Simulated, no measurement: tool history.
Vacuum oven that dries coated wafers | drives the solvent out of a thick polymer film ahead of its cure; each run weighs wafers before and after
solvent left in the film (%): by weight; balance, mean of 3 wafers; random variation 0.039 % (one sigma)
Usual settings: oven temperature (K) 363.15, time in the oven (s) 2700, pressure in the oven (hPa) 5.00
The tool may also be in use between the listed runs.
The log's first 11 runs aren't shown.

| run | hour | oven temperature (K) | time in the oven (s) | pressure in the oven (hPa) | hours of work since the thermocouples were calibrated | hours of work since the vacuum gauge was cleaned of residue | solvent left in the film (%) |
|---|---|---|---|---|---|---|---|
| 12 | 124.1 | 363.15 | 2700 | 5.00 | 129 | 157 | 1.92 |
| 13 | 139.9 | 363.15 | 2700 | 5.00 | 138 | 166 | 1.83 |
| 14 | 146.8 | 363.15 | 2700 | 5.00 | 143 | 171 | 1.87 |
| 15 | 159.4 | 371.15 | 2700 | 5.00 | 150 | 178 | 1.06 |
| 16 | 167.6 | 371.15 | 2700 | 5.00 | 155 | 183 | 0.99 |
| 17 | 174.5 | 363.15 | 1560 | 5.00 | 160 | 188 | 4.14 |
| 18 | 185.5 | 363.15 | 1560 | 5.00 | 166 | 194 | 4.28 |
| 19 | 194.3 | 369.15 | 2700 | 3.85 | 172 | 200 | 1.14 |
| 20 | 211.0 | 371.15 | 1680 | 11.66 | 182 | 210 | 2.79 |
| 21 | 218.8 | 372.15 | 2820 | 17.88 | 187 | 215 | 1.47 |
| 22 | 235.9 | 375.15 | 2700 | 9.89 | 197 | 225 | 0.97 |
| 23 | 245.0 | 366.15 | 3360 | 11.95 | 203 | 231 | 1.46 |
| 24 | 256.9 | 349.15 | 1860 | 11.95 | 210 | 238 | 6.84 |
| 25 | 272.7 | 349.15 | 1860 | 11.95 | 220 | 248 | 6.75 |
| 26 | 282.9 | 349.15 | 1860 | 11.95 | 226 | 254 | 6.90 |
| 27 | 291.2 | 364.15 | 2220 | 5.00 | 231 | 259 | 2.40 |
| 28 | 301.9 | 363.15 | 3060 | 15.12 | 237 | 265 | 2.13 |
| 29 | 312.0 | 363.15 | 3060 | 15.12 | 244 | 272 | 2.10 |
| 30 | 328.7 | 363.15 | 3060 | 15.12 | 254 | 282 | 2.21 |
| 31 | 340.0 | 363.15 | 3060 | 15.12 | 261 | 289 | 2.08 |
| 32 | 351.5 | 371.15 | 2760 | 2.60 | 268 | 296 | 0.83 |
| 33 | 364.4 | 371.15 | 2760 | 2.60 | 276 | 304 | 0.81 |

3 ways to go on from here, each from the tool as it stands after run 33. What would each give?
| A | 380.9 | 365.15 | 1800 | 17.54 | 286 | 314 | ? |
| B | 380.9 | 351.15 | 1740 | 2.60 | 286 | 314 | ? |
| C | 380.9 | 376.15 | 3120 | 4.12 | 286 | 314 | ? |

| run | solvent left in the film (%) |
|---|---|
| A | 3.86 |
| B | 5.97 |
| C | 0.38 |
Without the tool's hidden state the same runs would have given:
| run | solvent left in the film (%) |
|---|---|
| A | 3.88 |
| B | 5.98 |
| C | 0.36 |
